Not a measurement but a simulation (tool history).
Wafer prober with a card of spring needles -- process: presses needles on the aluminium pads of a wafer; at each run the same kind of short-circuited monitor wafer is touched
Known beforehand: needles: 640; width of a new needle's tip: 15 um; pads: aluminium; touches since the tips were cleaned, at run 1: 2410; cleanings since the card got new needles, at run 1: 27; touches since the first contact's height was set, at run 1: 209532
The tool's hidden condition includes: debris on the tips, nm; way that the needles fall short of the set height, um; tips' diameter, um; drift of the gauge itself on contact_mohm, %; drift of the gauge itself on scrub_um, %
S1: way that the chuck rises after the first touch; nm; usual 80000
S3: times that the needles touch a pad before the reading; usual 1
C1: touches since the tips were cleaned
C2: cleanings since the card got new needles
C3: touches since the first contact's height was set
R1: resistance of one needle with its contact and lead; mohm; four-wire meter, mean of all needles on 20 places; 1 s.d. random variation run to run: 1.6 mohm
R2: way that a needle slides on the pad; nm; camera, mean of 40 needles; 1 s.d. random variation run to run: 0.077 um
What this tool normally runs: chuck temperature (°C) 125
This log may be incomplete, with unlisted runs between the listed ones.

{"run": 1, "day": 0.0, "S1": 80000, "chuck temperature (°C)": 125, "S3": 1, "C1": 2410, "C2": 27, "C3": 209532, "R1": 186, "R2": 14850}
{"day": 0.192, "done": "height of the first contact set anew"}
{"day": 0.325, "done": "tips cleaned on abrasive film"}
{"run": 2, "day": 0.512, "S1": 97000, "chuck temperature (°C)": 125, "S3": 1, "C1": 2811, "C2": 28, "C3": 4729, "R1": 182, "R2": 18500}
{"day": 0.8, "done": "tips cleaned on abrasive film"}
{"run": 3, "day": 1.021, "S1": 97000, "chuck temperature (°C)": 125, "S3": 1, "C1": 3286, "C2": 29, "C3": 12196, "R1": 186, "R2": 18280}
{"day": 1.271, "done": "tips cleaned on abrasive film"}
{"run": 4, "day": 1.462, "S1": 97000, "chuck temperature (°C)": 125, "S3": 1, "C1": 2874, "C2": 30, "C3": 18755, "R1": 180, "R2": 18580}
{"day": 1.717, "done": "tips cleaned on abrasive film"}
{"run": 5, "day": 1.717, "S1": 97000, "chuck temperature (°C)": 125, "S3": 1, "C1": 0, "C2": 31, "C3": 22478, "R1": 165, "R2": 18510}
{"day": 2.179, "done": "tips cleaned on abrasive film"}
{"run": 6, "day": 2.204, "S1": 80000, "chuck temperature (°C)": 125, "S3": 1, "C1": 413, "C2": 32, "C3": 29677, "R1": 171, "R2": 15200}
{"day": 2.646, "done": "tips cleaned on abrasive film"}
{"run": 7, "day": 2.746, "S1": 80000, "chuck temperature (°C)": 125, "S3": 1, "C1": 1485, "C2": 33, "C3": 37653, "R1": 182, "R2": 15190}
{"day": 3.1, "done": "tips cleaned on abrasive film"}
{"run": 8, "day": 3.271, "S1": 80000, "chuck temperature (°C)": 125, "S3": 2, "C1": 2491, "C2": 34, "C3": 45385, "R1": 178, "R2": 15110}
{"day": 3.562, "done": "tips cleaned on abrasive film"}
{"run": 9, "day": 3.742, "S1": 80000, "chuck temperature (°C)": 125, "S3": 2, "C1": 2658, "C2": 35, "C3": 52359, "R1": 177, "R2": 15130}
{"day": 4.008, "done": "tips cleaned on abrasive film"}
{"run": 10, "day": 4.083, "S1": 65000, "chuck temperature (°C)": 125, "S3": 1, "C1": 1099, "C2": 36, "C3": 57383, "R1": 189, "R2": 12270}
{"run": 11, "day": 4.338, "S1": 65000, "chuck temperature (°C)": 125, "S3": 1, "C1": 4847, "C2": 36, "C3": 61131, "R1": 211, "R2": 12230}
{"day": 4.458, "done": "tips cleaned on abrasive film"}
{"run": 12, "day": 4.754, "S1": 65000, "chuck temperature (°C)": 125, "S3": 2, "C1": 4422, "C2": 37, "C3": 67323, "R1": 191, "R2": 12160}
{"day": 4.942, "done": "tips cleaned on abrasive film"}
{"run": 13, "day": 5.121, "S1": 77000, "chuck temperature (°C)": 95, "S3": 1, "C1": 2620, "C2": 38, "C3": 72680, "R1": 184, "R2": 14520}
{"day": 5.408, "done": "tips cleaned on abrasive film"}
{"run": 14, "day": 5.433, "S1": 85000, "chuck temperature (°C)": 31, "S3": 2, "C1": 393, "C2": 39, "C3": 77311, "R1": 153, "R2": 16070}
{"run": 15, "day": 5.712, "S1": 81000, "chuck temperature (°C)": 27, "S3": 2, "C1": 4521, "C2": 39, "C3": 81439, "R1": 173, "R2": 15210}
{"day": 5.883, "done": "tips cleaned on abrasive film"}
{"run": 16, "day": 6.038, "S1": 81000, "chuck temperature (°C)": 27, "S3": 2, "C1": 2328, "C2": 40, "C3": 86225, "R1": 166, "R2": 15180}
{"run": 17, "day": 6.308, "S1": 87000, "chuck temperature (°C)": 82, "S3": 2, "C1": 6341, "C2": 40, "C3": 90238, "R1": 175, "R2": 16500}
{"day": 6.35, "done": "tips cleaned on abrasive film"}
{"run": 18, "day": 6.538, "S1": 87000, "chuck temperature (°C)": 82, "S3": 2, "C1": 2802, "C2": 41, "C3": 93592, "R1": 171, "R2": 16340}
{"run": 19, "day": 6.783, "S1": 64000, "chuck temperature (°C)": 125, "S3": 2, "C1": 6466, "C2": 41, "C3": 97256, "R1": 203, "R2": 11980}
{"day": 6.838, "done": "tips cleaned on abrasive film"}
{"run": 20, "day": 7.133, "S1": 68000, "chuck temperature (°C)": 118, "S3": 2, "C1": 4448, "C2": 42, "C3": 102433, "R1": 190, "R2": 12680}
{"day": 7.288, "done": "tips cleaned on abrasive film"}
{"run": 21, "day": 7.429, "S1": 80000, "chuck temperature (°C)": 125, "S3": 2, "C1": 2145, "C2": 43, "C3": 106779, "R1": 179, "R2": 14970}
{"run": 22, "day": 7.696, "S1": 80000, "chuck temperature (°C)": 125, "S3": 2, "C1": 6068, "C2": 43, "C3": 110702, "R1": 187, "R2": 14850}
{"day": 7.746, "done": "tips cleaned on abrasive film"}
{"run": 23, "day": 8.017, "S1": 80000, "chuck temperature (°C)": 125, "S3": 2, "C1": 4019, "C2": 44, "C3": 115417, "R1": 185, "R2": 14960}

Branching from run 23: 3 alternative next runs. What would each branch give?
{"day": 8.229, "done": "tips cleaned on abrasive film"}
{"run": "A", "day": 8.538, "S1": 93000, "chuck temperature (°C)": 88, "S3": 2, "C1": 4595, "C2": 45, "C3": 123127, "R1": "?", "R2": "?"}
{"day": 8.229, "done": "tips cleaned on abrasive film"}
{"run": "B", "day": 8.538, "S1": 62000, "chuck temperature (°C)": 125, "S3": 1, "C1": 4595, "C2": 45, "C3": 123127, "R1": "?", "R2": "?"}
{"day": 8.229, "done": "tips cleaned on abrasive film"}
{"run": "C", "day": 8.538, "S1": 80000, "chuck temperature (°C)": 125, "S3": 1, "C1": 4595, "C2": 45, "C3": 123127, "R1": "?", "R2": "?"}

run=A R1=177 R2=17510
run=B R1=219 R2=11580
run=C R1=201 R2=14850
Without the tool's unlogged condition, the same runs would have read:
run=A R1=158 R2=17860
run=B R1=166 R2=11930
run=C R1=165 R2=15200

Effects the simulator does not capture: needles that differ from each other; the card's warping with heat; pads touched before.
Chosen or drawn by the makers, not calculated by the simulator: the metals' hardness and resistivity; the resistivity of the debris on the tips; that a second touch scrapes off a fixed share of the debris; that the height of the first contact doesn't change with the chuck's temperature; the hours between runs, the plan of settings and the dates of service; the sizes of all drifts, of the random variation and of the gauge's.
